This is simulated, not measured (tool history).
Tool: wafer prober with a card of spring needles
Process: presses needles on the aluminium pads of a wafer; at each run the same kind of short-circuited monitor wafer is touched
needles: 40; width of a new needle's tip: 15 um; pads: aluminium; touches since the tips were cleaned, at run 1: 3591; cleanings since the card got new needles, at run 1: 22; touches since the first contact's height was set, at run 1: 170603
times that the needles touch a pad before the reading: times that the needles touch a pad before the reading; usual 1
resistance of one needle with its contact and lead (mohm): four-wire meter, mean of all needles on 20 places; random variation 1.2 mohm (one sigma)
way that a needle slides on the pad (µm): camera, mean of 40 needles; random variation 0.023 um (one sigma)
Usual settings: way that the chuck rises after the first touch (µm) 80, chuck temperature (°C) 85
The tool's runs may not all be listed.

run   hour  way that the chuck rises after the first touch (µm)  chuck temperature (°C)  times that the needles touch a pad before the reading  touches since the tips were cleaned  cleanings since the card got new needles  touches since the first contact's height was set  resistance of one needle with its contact and lead (mohm)  way that a needle slides on the pad (µm)
  1      0                                                   80                      85                                                      1                                 3591                                        22                                            170603                                                        240                                     10.88
  2      4                                                   80                      57                                                      1                                 6150                                        22                                            173162                                                        236                                     10.92
         5  -- tips cleaned on abrasive film
  3   12.1                                                   80                      32                                                      1                                 4572                                        23                                            178288                                                        231                                     10.85
      15.7  -- tips cleaned on abrasive film
  4   19.9                                                   81                      85                                                      1                                 2678                                        24                                            183171                                                        243                                        11
      26.7  -- tips cleaned on abrasive film
  5     29                                                   81                      85                                                      1                                 1464                                        25                                            188938                                                        238                                     10.99
  6   34.4                                                   81                      85                                                      1                                 4892                                        25                                            192366                                                        241                                     10.97
      37.6  -- tips cleaned on abrasive film
      38.3  -- tips cleaned on abrasive film, once more
  7   42.5                                                   81                      85                                                      1                                 2699                                        27                                            197399                                                        242                                     10.96
      49.2  -- tips cleaned on abrasive film
  8   49.7                                                   81                      85                                                      2                                  352                                        28                                            201948                                                        234                                     10.97
  9   57.9                                                   81                      85                                                      2                                 5555                                        28                                            207151                                                        239                                     10.92
      59.7  -- tips cleaned on abrasive film
 10   61.8                                                   81                      85                                                      2                                 1401                                        29                                            209618                                                        237                                     10.94
 11   66.9                                                   81                      85                                                      2                                 4624                                        29                                            212841                                                        239                                     10.94
      70.5  -- tips cleaned on abrasive film
 12     71                                                   77                     116                                                      2                                  267                                        30                                            215369                                                        241                                     10.37
 13   76.3                                                   77                     116                                                      2                                 3693                                        30                                            218795                                                        245                                     10.38
      81.6  -- tips cleaned on abrasive film
 14   81.9                                                   77                     116                                                      2                                  165                                        31                                            222284                                                        241                                      10.3
 15   87.1                                                   77                      27                                                      3                                 3470                                        31                                            225589                                                        222                                     10.35
 16     91                                                   80                      35                                                      2                                 5942                                        31                                            228061                                                        228                                     10.71
      92.3  -- tips cleaned on abrasive film
        96  -- height of the first contact set anew
 17    100                                                   67                      85                                                      1                                 4743                                        32                                              2530                                                        243                                      9.38
     103.6  -- tips cleaned on abrasive film
 18  106.1                                                   67                      60                                                      1                                 1629                                        33                                              6374                                                        234                                      9.35
     114.7  -- tips cleaned on abrasive film
 19  115.5                                                   88                      65                                                      1                                  531                                        34                                             12295                                                        230                                     12.32

Some steps in resistance of one needle with its contact and lead (mohm) between neighbouring runs. How much of each would the tool show without its hidden state too (settings, what came in, random variation), and how much is left for the hidden state, with any gauge scatter that isn't in both results?
The hidden state here: debris on the tips, nm; way that the needles fall short of the set height, um; tips' diameter, um; drift of the gauge itself on contact_mohm, %; drift of the gauge itself on scrub_um, %.
Run 7 -> 8: times that the needles touch a pad before the reading 1 -> 2, tips cleaned on abrasive film. resistance of one needle with its contact and lead (mohm) -8: hidden state -5, all else -3.
Run 14 -> 15: chuck temperature (°C) 116 -> 27, times that the needles touch a pad before the reading 2 -> 3. resistance of one needle with its contact and lead (mohm) -19: hidden state +2, all else -21.

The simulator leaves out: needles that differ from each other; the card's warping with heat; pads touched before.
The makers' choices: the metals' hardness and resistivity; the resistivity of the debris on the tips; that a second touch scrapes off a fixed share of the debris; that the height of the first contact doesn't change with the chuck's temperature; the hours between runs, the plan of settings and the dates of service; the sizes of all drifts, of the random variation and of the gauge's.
